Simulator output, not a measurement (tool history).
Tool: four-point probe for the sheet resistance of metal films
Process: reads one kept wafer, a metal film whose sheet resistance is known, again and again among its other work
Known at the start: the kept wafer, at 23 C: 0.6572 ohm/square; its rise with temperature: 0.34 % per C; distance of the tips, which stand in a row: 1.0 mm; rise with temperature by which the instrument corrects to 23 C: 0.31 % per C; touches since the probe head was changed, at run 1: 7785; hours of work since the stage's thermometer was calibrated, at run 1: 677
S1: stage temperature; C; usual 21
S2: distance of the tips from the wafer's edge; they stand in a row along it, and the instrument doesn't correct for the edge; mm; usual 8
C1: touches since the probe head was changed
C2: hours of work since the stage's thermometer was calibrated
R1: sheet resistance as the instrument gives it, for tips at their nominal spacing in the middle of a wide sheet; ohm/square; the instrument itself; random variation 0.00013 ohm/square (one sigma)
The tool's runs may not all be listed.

run	day	S1	S2	C1	C2	R1
1	0	21	8	7785	677	0.664261
2	0.833	31	8	8240	686	0.665921
3	1.538	31	8	8626	694	0.666004
4	2.362	21	44	9077	703	0.658711
5	3.596	21	4	9753	716	0.68033
6	4.538	21	4	10269	726	0.680243
7	5.929	21	4	11031	742	0.680201
8	7.238	34	4	11747	756	0.682343
9	8.283	21	8	12319	767	0.664408
10	9.483	21	8	12976	780	0.664387
11	11.067	21	8	13841	797	0.664239
12	11.796	18	8	14240	805	0.663975
13	13	18	8	14901	818	0.663728
14	13.871	18	8	15377	827	0.663546
15	15.083	18	8	16040	840	0.663679
16	15.733	18	8	16397	847	0.663694
17	16.421	18	8	16771	855	0.663819
18	17.446	31	8	17333	866	0.665857
19	18.971	31	8	18168	882	0.665941
20	19.783	31	8	18613	891	0.666024
21	21.033	31	8	19296	905	0.666211
22	22.225	25	8	19949	918	0.665146
23	22.983	28	11	20365	926	0.662771
24	24.258	22	71	21062	940	0.659069
25	25.45	22	71	21713	952	0.658948
26	26.558	23	6	22321	964	0.668748

Estimate the outcome of run 27 from the log above:
27	27.346	23	6	22752	973	?

For run 27 the tool returned R1 0.668836 ohm/square.
Take away the tool's hidden state, keep the run-to-run variation as it was, and the same run would have given R1 0.666943 ohm/square.

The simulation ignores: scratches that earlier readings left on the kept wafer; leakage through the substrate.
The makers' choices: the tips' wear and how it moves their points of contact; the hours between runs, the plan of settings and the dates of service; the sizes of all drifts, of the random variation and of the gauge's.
